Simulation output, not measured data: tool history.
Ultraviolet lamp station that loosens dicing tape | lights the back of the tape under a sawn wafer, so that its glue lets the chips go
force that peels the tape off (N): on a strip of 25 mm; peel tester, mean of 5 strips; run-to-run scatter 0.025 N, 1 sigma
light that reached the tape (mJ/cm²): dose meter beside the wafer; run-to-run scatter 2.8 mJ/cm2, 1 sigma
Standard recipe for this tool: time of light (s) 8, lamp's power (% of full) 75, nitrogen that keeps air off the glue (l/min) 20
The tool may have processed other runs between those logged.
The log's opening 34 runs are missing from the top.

run     day  time of light (s)  lamp's power (% of full)  nitrogen that keeps air off the glue (l/min)  hours of work of the lamp  hours of work since the window was cleaned  force that peels the tape off (N)  light that reached the tape (mJ/cm²)
     65.054  -- window cleaned of glue's vapour
 35  66.988                  8                        96                                            29                        274                                          25                              0.706                                   450
 36  68.667                  8                        96                                            29                        296                                          47                              0.742                                   444
 37  71.333                  8                        75                                            20                        330                                          82                              1.566                                   344
 38  72.842                  8                        92                                            19                        350                                         102                              1.037                                   416
 39  75.142                  6                        97                                            19                        380                                         132                              1.761                                   326
 40  77.579                  6                        97                                            19                        412                                         164                              1.825                                   321
 41  80.175                  8                        92                                             6                        446                                         197                              2.069                                   403
 42  83.104                  8                        92                                             6                        484                                         236                              2.052                                   403
 43  84.725                  7                        75                                            12                        505                                         257                              2.702                                   281
 44  86.225                  6                        77                                            22                        525                                         276                              2.679                                   249

Alternative continuations, all from the tool just after run 44; predict every row:
  A  88.554                  6                        77                                            20                        555                                         307                                  ?                                     ?
  B  88.554                  9                        77                                            14                        555                                         307                                  ?                                     ?
  C  88.554                  7                        62                                            10                        555                                         307                                  ?                                     ?

run  force that peels the tape off (N)  light that reached the tape (mJ/cm²)
  A                              2.638                                   245
  B                              1.625                                   358
  C                                3.7                                   226
With no hidden state in the tool, these same runs would have given:
run  force that peels the tape off (N)  light that reached the tape (mJ/cm²)
  A                              1.925                                   300
  B                              1.071                                   440
  C                              2.875                                   277
